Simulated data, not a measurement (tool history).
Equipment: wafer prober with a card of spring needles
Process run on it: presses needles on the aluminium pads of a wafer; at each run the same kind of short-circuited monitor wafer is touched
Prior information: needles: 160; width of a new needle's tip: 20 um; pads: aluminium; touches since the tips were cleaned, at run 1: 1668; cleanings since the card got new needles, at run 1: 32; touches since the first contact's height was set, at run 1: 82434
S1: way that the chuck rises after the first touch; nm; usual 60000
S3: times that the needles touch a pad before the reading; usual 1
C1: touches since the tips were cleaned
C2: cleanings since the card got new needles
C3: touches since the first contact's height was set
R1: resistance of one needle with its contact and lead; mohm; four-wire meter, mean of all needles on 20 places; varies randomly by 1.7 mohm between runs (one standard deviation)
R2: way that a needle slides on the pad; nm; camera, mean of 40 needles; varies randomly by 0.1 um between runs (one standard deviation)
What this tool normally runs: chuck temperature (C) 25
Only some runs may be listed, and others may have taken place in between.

run 1 day=0 | S1=60000 chuck_temperature_(C)=25 S3=1 | C1=1668 C2=32 C3=82434 | R1=180 R2=12460
-- day=0.204 tips cleaned on abrasive film
-- day=0.775 tips cleaned on abrasive film
run 2 day=0.779 | S1=60000 chuck_temperature_(C)=25 S3=1 | C1=16 C2=34 C3=85665 | R1=179 R2=12260
-- day=1.342 tips cleaned on abrasive film
run 3 day=1.492 | S1=60000 chuck_temperature_(C)=25 S3=1 | C1=635 C2=35 C3=88639 | R1=177 R2=12400
-- day=1.946 tips cleaned on abrasive film
run 4 day=1.946 | S1=60000 chuck_temperature_(C)=25 S3=1 | C1=0 C2=36 C3=90523 | R1=177 R2=12350
run 5 day=2.396 | S1=60000 chuck_temperature_(C)=25 S3=1 | C1=1879 C2=36 C3=92402 | R1=178 R2=12490
-- day=2.542 tips cleaned on abrasive film
run 6 day=2.725 | S1=60000 chuck_temperature_(C)=25 S3=1 | C1=767 C2=37 C3=93776 | R1=182 R2=12440
run 7 day=3.071 | S1=60000 chuck_temperature_(C)=25 S3=1 | C1=2208 C2=37 C3=95217 | R1=178 R2=12340
-- day=3.112 tips cleaned on abrasive film
run 8 day=3.442 | S1=60000 chuck_temperature_(C)=25 S3=1 | C1=1375 C2=38 C3=96752 | R1=180 R2=12430
-- day=3.704 tips cleaned on abrasive film
run 9 day=4.046 | S1=60000 chuck_temperature_(C)=25 S3=1 | C1=1437 C2=39 C3=99277 | R1=179 R2=12250
-- day=4.283 tips cleaned on abrasive film
run 10 day=4.375 | S1=60000 chuck_temperature_(C)=25 S3=2 | C1=375 C2=40 C3=100631 | R1=178 R2=12390
run 11 day=4.792 | S1=60000 chuck_temperature_(C)=37 S3=1 | C1=2115 C2=40 C3=102371 | R1=178 R2=12420
-- day=4.858 tips cleaned on abrasive film
run 12 day=5.196 | S1=60000 chuck_temperature_(C)=37 S3=1 | C1=1415 C2=41 C3=104056 | R1=182 R2=12480
-- day=5.458 tips cleaned on abrasive film
run 13 day=5.775 | S1=60000 chuck_temperature_(C)=37 S3=1 | C1=1326 C2=42 C3=106472 | R1=183 R2=12090
-- day=6.05 tips cleaned on abrasive film
run 14 day=6.188 | S1=60000 chuck_temperature_(C)=25 S3=2 | C1=579 C2=43 C3=108180 | R1=181 R2=12300
run 15 day=6.538 | S1=60000 chuck_temperature_(C)=25 S3=1 | C1=2035 C2=43 C3=109636 | R1=179 R2=12230
-- day=6.621 tips cleaned on abrasive film
run 16 day=7.092 | S1=60000 chuck_temperature_(C)=33 S3=1 | C1=1978 C2=44 C3=111953 | R1=177 R2=12520
-- day=7.192 tips cleaned on abrasive film
run 17 day=7.708 | S1=60000 chuck_temperature_(C)=87 S3=2 | C1=2166 C2=45 C3=114516 | R1=192 R2=12390
-- day=7.783 tips cleaned on abrasive film
-- day=8.396 tips cleaned on abrasive film
run 18 day=8.483 | S1=60000 chuck_temperature_(C)=35 S3=2 | C1=357 C2=47 C3=117724 | R1=180 R2=12400
run 19 day=8.933 | S1=60000 chuck_temperature_(C)=51 S3=1 | C1=2247 C2=47 C3=119614 | R1=184 R2=12500
-- day=8.979 tips cleaned on abrasive film
-- day=9.579 tips cleaned on abrasive film
run 20 day=9.583 | S1=60000 chuck_temperature_(C)=51 S3=1 | C1=21 C2=49 C3=122315 | R1=186 R2=12380
-- day=10.179 tips cleaned on abrasive film
run 21 day=10.342 | S1=60000 chuck_temperature_(C)=35 S3=1 | C1=678 C2=50 C3=125467 | R1=181 R2=12490
-- day=10.754 tips cleaned on abrasive film
run 22 day=11.125 | S1=60000 chuck_temperature_(C)=35 S3=2 | C1=1562 C2=51 C3=128734 | R1=181 R2=12470
-- day=11.321 tips cleaned on abrasive film
run 23 day=11.558 | S1=73000 chuck_temperature_(C)=89 S3=1 | C1=995 C2=52 C3=130540 | R1=189 R2=14880
-- day=11.904 tips cleaned on abrasive film
run 24 day=12.317 | S1=53000 chuck_temperature_(C)=94 S3=1 | C1=1745 C2=53 C3=133702 | R1=197 R2=10890
-- day=12.492 tips cleaned on abrasive film
run 25 day=13.017 | S1=53000 chuck_temperature_(C)=94 S3=1 | C1=2213 C2=54 C3=136617 | R1=196 R2=10870
-- day=13.062 tips cleaned on abrasive film
run 26 day=13.575 | S1=47000 chuck_temperature_(C)=39 S3=2 | C1=2157 C2=55 C3=138939 | R1=183 R2=9790
-- day=13.646 tips cleaned on abrasive film
run 27 day=14.088 | S1=63000 chuck_temperature_(C)=26 S3=1 | C1=1865 C2=56 C3=141071 | R1=180 R2=13000
-- day=14.212 tips cleaned on abrasive film
run 28 day=14.7 | S1=64000 chuck_temperature_(C)=41 S3=1 | C1=2037 C2=57 C3=143612 | R1=182 R2=13150
-- day=14.796 tips cleaned on abrasive film
-- day=15.383 tips cleaned on abrasive film
run 29 day=15.408 | S1=56000 chuck_temperature_(C)=93 S3=1 | C1=115 C2=59 C3=146553 | R1=193 R2=11480
-- day=15.988 tips cleaned on abrasive film
run 30 day=16.15 | S1=56000 chuck_temperature_(C)=93 S3=1 | C1=695 C2=60 C3=149647 | R1=193 R2=11550
run 31 day=16.542 | S1=65000 chuck_temperature_(C)=48 S3=1 | C1=2334 C2=60 C3=151286 | R1=184 R2=13430
-- day=16.596 tips cleaned on abrasive film
run 32 day=16.946 | S1=70000 chuck_temperature_(C)=25 S3=3 | C1=1480 C2=61 C3=152964 | R1=177 R2=14480

5 ways to go on from here, each from the tool as it stands after run 32. What would each give?
-- day=17.204 tips cleaned on abrasive film
run A day=17.454 | S1=74000 chuck_temperature_(C)=26 S3=2 | C1=1035 C2=62 C3=155063 | R1=? R2=?
-- day=17.204 tips cleaned on abrasive film
run B day=17.454 | S1=70000 chuck_temperature_(C)=102 S3=2 | C1=1035 C2=62 C3=155063 | R1=? R2=?
-- day=17.204 tips cleaned on abrasive film
run C day=17.454 | S1=61000 chuck_temperature_(C)=88 S3=2 | C1=1035 C2=62 C3=155063 | R1=? R2=?
-- day=17.204 tips cleaned on abrasive film
run D day=17.454 | S1=70000 chuck_temperature_(C)=25 S3=2 | C1=1035 C2=62 C3=155063 | R1=? R2=?
-- day=17.204 tips cleaned on abrasive film
run E day=17.454 | S1=62000 chuck_temperature_(C)=120 S3=1 | C1=1035 C2=62 C3=155063 | R1=? R2=?

run=A R1=176 R2=14960
run=B R1=192 R2=14330
run=C R1=191 R2=12510
run=D R1=173 R2=14430
run=E R1=197 R2=12730
Without the tool's hidden state the same runs would have given:
run=A R1=176 R2=14970
run=B R1=192 R2=14350
run=C R1=191 R2=12520
run=D R1=173 R2=14440
run=E R1=197 R2=12740
